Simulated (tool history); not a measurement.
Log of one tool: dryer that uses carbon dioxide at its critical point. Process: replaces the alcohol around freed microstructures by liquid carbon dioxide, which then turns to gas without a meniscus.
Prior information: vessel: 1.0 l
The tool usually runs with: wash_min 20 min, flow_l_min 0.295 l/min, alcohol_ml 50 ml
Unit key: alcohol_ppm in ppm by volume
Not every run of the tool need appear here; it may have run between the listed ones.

run     day  wash_min  flow_l_min  alcohol_ml  alcohol_ppm
  1   0.000        20       0.295          50          809
  2   1.642        20       0.198          50         3277
  3   3.529        20       0.198          50         3271
  4   5.217        20       0.198          50         3305
  5   6.808        20       0.198          50         3311
  6   8.521        20       0.198          50         3412
  7  10.592        20       0.198          50         3397

Run 8 has not been measured yet. What should we expect?
  8  11.625        20       0.198          50            ?

{"run 8": {"alcohol_ppm": 3506}}
Without the tool's hidden state the same run would have given alcohol_ppm 2863 ppm by volume.
